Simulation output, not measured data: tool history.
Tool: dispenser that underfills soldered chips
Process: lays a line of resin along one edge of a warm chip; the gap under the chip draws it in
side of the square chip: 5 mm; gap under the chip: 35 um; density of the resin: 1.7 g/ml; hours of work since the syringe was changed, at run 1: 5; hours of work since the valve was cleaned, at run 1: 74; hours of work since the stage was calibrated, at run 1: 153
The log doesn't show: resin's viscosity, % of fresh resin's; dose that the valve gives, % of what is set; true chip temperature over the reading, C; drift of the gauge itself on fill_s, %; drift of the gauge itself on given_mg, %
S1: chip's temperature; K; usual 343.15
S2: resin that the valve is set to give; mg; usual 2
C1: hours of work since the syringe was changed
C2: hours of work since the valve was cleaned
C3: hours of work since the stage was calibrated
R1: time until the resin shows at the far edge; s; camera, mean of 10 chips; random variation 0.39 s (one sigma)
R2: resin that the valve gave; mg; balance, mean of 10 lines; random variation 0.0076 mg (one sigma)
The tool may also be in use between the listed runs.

run    day      S1    S2  C1   C2   C3    R1     R2
  1      0  343.15     2   5   74  153  36.4  1.932
  2  0.208  343.15     2   9   78  157  51.5  1.942
     0.304  -- new syringe of resin
  3  0.592  343.15  2.43   5   85  164  35.2   2.35
  4  0.775  343.15  2.43   9   88  167  46.6  2.348
     0.904  -- new syringe of resin
  5  1.029  344.15     2   2   92  172  27.6  1.951
  6  1.417  344.15     2   9  100  179  50.8  1.925
       1.5  -- new syringe of resin
  7  1.658  343.15  1.75   3  104  183  30.4  1.704
  8  1.921  343.15  1.75   8  109  188  48.7  1.692
     2.092  -- new syringe of resin
  9    2.1  343.15  2.19   0  112  191  22.5  2.096
 10   2.35  343.15  2.19   5  116  196  33.8  2.094
 11  2.638  343.15  2.33  10  122  201    54  2.232
       2.7  -- new syringe of resin
 12  2.858  343.15     2   3  126  205  29.2  1.894
 13  3.171  343.15  2.01   9  131  210  48.5  1.919
     3.317  -- new syringe of resin
 14  3.492  343.15  1.96   3  137  216    31  1.886
     3.658  -- dispensing valve cleaned and set on the balance
 15  3.888  343.15  2.53  10    4  223    50  2.518
     3.954  -- new syringe of resin
 16  4.171  343.15     2   4    9  228  32.1   1.99
 17   4.35  345.15     2   7   13  231    38  1.982
     4.571  -- new syringe of resin
 18  4.662  343.15     2   2   18  237  26.1   1.98
 19  5.017  344.15     2   8   25  243  44.3  1.976
     5.183  -- new syringe of resin
 20  5.342  337.15  2.49   3   30  249  36.9  2.457
 21  5.562  339.15  2.53   7   35  253  47.5  2.495
       5.8  -- new syringe of resin
 22  5.971  339.15  2.39   3   42  260  34.8  2.346
 23  6.271  339.15  2.49   9   47  266  55.6  2.443
     6.388  -- new syringe of resin
 24  6.454  342.15  2.23   1   50  269  25.6  2.186
 25  6.775  351.15  1.96   7   56  275  29.3  1.914
     6.983  -- new syringe of resin
 26      7  336.15  1.97   0   60  279  31.9  1.936
 27  7.183  346.15  1.96   4   64  282  26.2  1.921
 28  7.446  332.15  2.56   9   69  287    72  2.491
     7.579  -- new syringe of resin
 29  7.683  349.15  2.54   2   73  291  18.8  2.473
 30  7.908  346.15  2.46   6   77  295    32  2.387
     8.179  -- new syringe of resin
 31  8.242  341.15  2.11   1   83  301  27.2  2.036
 32  8.596  341.15  2.11   8   89  308  46.5  2.042
     8.779  -- new syringe of resin
 33  8.917  343.15  1.84   3   95  314  28.5  1.776

Forecast run 34:
 34  9.179  353.15   2   7  100  318   ?   ?

Run 34 gave R1 26.8 s, R2 1.928 mg.
Without the tool's hidden state the same run would have given R1 15.3 s, R2 1.999 mg.

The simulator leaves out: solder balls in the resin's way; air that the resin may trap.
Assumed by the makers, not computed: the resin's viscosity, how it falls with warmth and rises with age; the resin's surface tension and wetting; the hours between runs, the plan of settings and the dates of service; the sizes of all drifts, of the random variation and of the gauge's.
